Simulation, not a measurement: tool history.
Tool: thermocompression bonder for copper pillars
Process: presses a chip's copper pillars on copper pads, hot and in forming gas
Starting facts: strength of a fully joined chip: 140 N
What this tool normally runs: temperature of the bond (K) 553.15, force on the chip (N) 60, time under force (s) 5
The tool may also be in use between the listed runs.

run   hour  temperature of the bond (K)  force on the chip (N)  time under force (s)  force that shears a chip off (N)
  1    0.0                       553.15                     60                     5                              80.0
  2   12.1                       553.15                     60                     5                              80.0
  3   25.7                       553.15                     48                     5                              70.6
  4   44.5                       580.15                     48                     5                              97.8
  5   63.0                       580.15                     48                     5                              98.2
  6   76.1                       553.15                     60                     3                              67.1
  7   93.6                       553.15                     60                     3                              66.9
  8  107.2                       553.15                     60                     3                              67.0
  9  117.3                       553.15                     60                     5                              79.5
 10  134.9                       553.15                     60                     5                              79.4
 11  154.6                       553.15                     60                     5                              79.1
 12  165.0                       553.15                     60                     5                              78.7
 13  176.5                       553.15                     60                     5                              79.1
 14  189.6                       553.15                     60                     5                              78.7
 15  205.8                       544.15                     60                     5                              69.3
 16  226.4                       544.15                     60                     3                              57.8
 17  236.6                       544.15                     60                     3                              57.5
 18  254.6                       544.15                     60                     3                              57.5
 19  263.6                       553.15                     60                     5                              78.9
 20  272.3                       553.15                     60                     5                              78.7
     273.8  -- gauge calibrated
     291.9  -- forming gas filter changed
 21  291.9                       557.15                     60                     5                              84.2
 22  309.8                       539.15                     48                    11                              75.3
 23  329.2                       533.15                     68                     4                              58.2
 24  342.3                       553.15                     53                     5                              74.6
 25  352.0                       557.15                     80                     3                              82.3
 26  368.7                       557.15                     80                     3                              82.3
 27  381.3                       557.15                     80                     3                              82.5
 28  398.3                       563.15                     82                     7                             109.9
 29  418.9                       556.15                     60                     3                              69.5
 30  438.7                       556.15                     60                     3                              69.4
 31  454.8                       553.15                     56                     4                              70.9
 32  473.1                       537.15                     37                     4                              42.2
 33  490.2                       537.15                     37                     4                              42.3
 34  500.0                       546.15                     60                     5                              71.3
 35  514.2                       546.15                     60                     5                              71.4
 36  533.5                       559.15                     59                     4                              78.6
 37  550.9                       559.15                     59                     4                              78.6
 38  570.9                       549.15                     61                     4                              69.2
 39  591.1                       583.15                     64                     5                             109.8
 40  603.6                       533.15                     64                     3                              49.2
 41  615.8                       553.15                     59                     5                              77.5

What if the next run were any one of these 3? Each begins from the tool's condition after run 41:
     625.7  -- forming gas filter changed
  A  632.8                       563.15                     59                    13                                 ?
     625.7  -- forming gas filter changed
  B  632.8                       577.15                     66                     7                                 ?
     625.7  -- forming gas filter changed
  C  632.8                       553.15                     39                     5                                 ?

run  force that shears a chip off (N)
  A                             110.0
  B                             112.8
  C                              61.9
Take away the tool's hidden state, keep each run's random variation, and the runs would have read:
run  force that shears a chip off (N)
  A                             112.5
  B                             115.5
  C                              63.3
